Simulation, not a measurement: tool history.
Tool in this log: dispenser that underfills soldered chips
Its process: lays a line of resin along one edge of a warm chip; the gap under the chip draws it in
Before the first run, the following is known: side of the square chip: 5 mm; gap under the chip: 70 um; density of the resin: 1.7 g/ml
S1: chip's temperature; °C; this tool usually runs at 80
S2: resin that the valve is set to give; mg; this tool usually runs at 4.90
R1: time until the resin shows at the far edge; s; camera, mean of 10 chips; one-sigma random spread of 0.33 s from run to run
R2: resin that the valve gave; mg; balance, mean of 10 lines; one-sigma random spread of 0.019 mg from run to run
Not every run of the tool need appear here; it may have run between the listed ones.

| run | day | S1 | S2 | R1 | R2 |
|---|---|---|---|---|---|
| 1 | 0.000 | 80 | 4.90 | 16.2 | 4.85 |
| 2 | 0.117 | 80 | 4.90 | 17.4 | 4.90 |
| 3 | 0.262 | 93 | 4.90 | 10.9 | 4.92 |
| 4 | 0.471 | 93 | 4.90 | 7.1 | 4.85 |
| 5 | 0.654 | 93 | 4.90 | 8.1 | 4.87 |
| 6 | 0.871 | 74 | 4.90 | 26.6 | 4.85 |
| 7 | 1.088 | 94 | 4.90 | 6.9 | 4.85 |
| 8 | 1.279 | 80 | 4.90 | 17.4 | 4.82 |
| 9 | 1.438 | 80 | 4.90 | 18.8 | 4.83 |
| 10 | 1.617 | 80 | 4.90 | 13.2 | 4.80 |
| 11 | 1.808 | 80 | 4.90 | 15.7 | 4.80 |
| 12 | 1.900 | 80 | 4.90 | 16.7 | 4.77 |
| 13 | 2.058 | 80 | 4.90 | 18.8 | 4.80 |
| 14 | 2.188 | 93 | 4.90 | 7.1 | 4.82 |
| 15 | 2.358 | 93 | 4.90 | 8.1 | 4.81 |
| 16 | 2.454 | 93 | 4.90 | 8.6 | 4.78 |
| 17 | 2.571 | 80 | 4.90 | 17.7 | 4.78 |
| 18 | 2.742 | 80 | 4.90 | 13.0 | 4.74 |
| 19 | 2.925 | 82 | 5.48 | 12.2 | 5.47 |
| 20 | 3.142 | 82 | 5.79 | 15.3 | 5.78 |
| 21 | 3.258 | 68 | 4.30 | 36.6 | 4.31 |
| 22 | 3.396 | 68 | 4.30 | 25.3 | 4.27 |
| 23 | 3.546 | 71 | 5.94 | 23.5 | 5.95 |
| 24 | 3.742 | 71 | 5.94 | 27.4 | 5.90 |
| 25 | 3.838 | 72 | 6.10 | 26.8 | 6.04 |
| 26 | 3.958 | 80 | 4.68 | 20.5 | 4.65 |
| 27 | 4.121 | 80 | 4.68 | 13.8 | 4.64 |
| 28 | 4.317 | 80 | 4.68 | 16.2 | 4.60 |
| 29 | 4.517 | 81 | 4.90 | 18.0 | 4.79 |
| 30 | 4.688 | 85 | 5.02 | 10.8 | 4.95 |
| 31 | 4.900 | 78 | 5.02 | 17.4 | 4.92 |
| 32 | 5.096 | 84 | 4.91 | 15.2 | 4.86 |
| 33 | 5.321 | 89 | 4.27 | 9.0 | 4.18 |
| 34 | 5.529 | 89 | 4.27 | 10.4 | 4.17 |
| 35 | 5.667 | 77 | 6.17 | 20.6 | 6.03 |
| 36 | 5.792 | 82 | 4.66 | 11.1 | 4.58 |

Put back what was entered between runs (11 entries, withheld): which listed runs does each sit between, and how does the hidden state differ from the listed run before to the listed run after?
In the gap between runs 3 and 4: new syringe of resin (day 0.338)
  resin's viscosity, % of fresh resin's: 155.6 -> 109.2; dose that the valve gives, % of what is set: 99.55 -> 99.36; true chip temperature over the reading, C: 0.84 -> 0.86
  difference, measured minus the result without the unlogged condition, R1: +3.5 -> +0.3 s; R2: -0.02 -> -0.03 mg
In the gap between runs 6 and 7: new syringe of resin (day 0.946)
  resin's viscosity, % of fresh resin's: 149.7 -> 115.2; dose that the valve gives, % of what is set: 98.97 -> 98.79; true chip temperature over the reading, C: 0.91 -> 0.94
  difference, measured minus the result without the unlogged condition, R1: +7.9 -> +0.7 s; R2: -0.05 -> -0.06 mg
In the gap between runs 9 and 10: new syringe of resin (day 1.550)
  resin's viscosity, % of fresh resin's: 151.8 -> 105; dose that the valve gives, % of what is set: 98.46 -> 98.3; true chip temperature over the reading, C: 0.98 -> 1
  difference, measured minus the result without the unlogged condition, R1: +6.0 -> +0.0 s; R2: -0.08 -> -0.09 mg
In the gap between runs 13 and 14: new syringe of resin (day 2.146)
  resin's viscosity, % of fresh resin's: 148.9 -> 104.8; dose that the valve gives, % of what is set: 97.87 -> 97.76; true chip temperature over the reading, C: 1.06 -> 1.08
  difference, measured minus the result without the unlogged condition, R1: +5.6 -> +0.0 s; R2: -0.10 -> -0.11 mg
In the gap between runs 17 and 18: new syringe of resin (day 2.738)
  resin's viscosity, % of fresh resin's: 141.8 -> 101.2; dose that the valve gives, % of what is set: 97.39 -> 97.26; true chip temperature over the reading, C: 1.13 -> 1.15
  difference, measured minus the result without the unlogged condition, R1: +4.6 -> -0.6 s; R2: -0.13 -> -0.13 mg
In the gap between runs 18 and 19: dispensing valve cleaned and set on the balance (day 2.896)
  resin's viscosity, % of fresh resin's: 101.2 -> 113.3; dose that the valve gives, % of what is set: 97.26 -> 100.18; true chip temperature over the reading, C: 1.15 -> 1.17
  difference, measured minus the result without the unlogged condition, R1: -0.6 -> +0.8 s; R2: -0.13 -> +0.01 mg
In the gap between runs 21 and 22: new syringe of resin (day 3.383)
  resin's viscosity, % of fresh resin's: 147.7 -> 102.1; dose that the valve gives, % of what is set: 99.88 -> 99.76; true chip temperature over the reading, C: 1.21 -> 1.23
  difference, measured minus the result without the unlogged condition, R1: +10.1 -> -1.2 s; R2: -0.01 -> -0.02 mg
In the gap between runs 26 and 27: new syringe of resin (day 3.983)
  resin's viscosity, % of fresh resin's: 159.2 -> 111; dose that the valve gives, % of what is set: 99.24 -> 99.1; true chip temperature over the reading, C: 1.3 -> 1.32
  difference, measured minus the result without the unlogged condition, R1: +6.6 -> +0.5 s; R2: -0.04 -> -0.04 mg
In the gap between runs 29 and 30: new syringe of resin (day 4.588)
  resin's viscosity, % of fresh resin's: 151.8 -> 108.1; dose that the valve gives, % of what is set: 98.73 -> 98.59; true chip temperature over the reading, C: 1.37 -> 1.39
  difference, measured minus the result without the unlogged condition, R1: +5.3 -> +0.1 s; R2: -0.06 -> -0.07 mg
In the gap between runs 32 and 33: new syringe of resin (day 5.188)
  resin's viscosity, % of fresh resin's: 149.5 -> 112.1; dose that the valve gives, % of what is set: 98.23 -> 98.04; true chip temperature over the reading, C: 1.44 -> 1.47
  difference, measured minus the result without the unlogged condition, R1: +4.2 -> +0.4 s; R2: -0.09 -> -0.09 mg
In the gap between runs 35 and 36: new syringe of resin (day 5.783)
  resin's viscosity, % of fresh resin's: 147.4 -> 101.4; dose that the valve gives, % of what is set: 97.73 -> 97.62; true chip temperature over the reading, C: 1.51 -> 1.53
  difference, measured minus the result without the unlogged condition, R1: +5.6 -> -0.7 s; R2: -0.14 -> -0.11 mg

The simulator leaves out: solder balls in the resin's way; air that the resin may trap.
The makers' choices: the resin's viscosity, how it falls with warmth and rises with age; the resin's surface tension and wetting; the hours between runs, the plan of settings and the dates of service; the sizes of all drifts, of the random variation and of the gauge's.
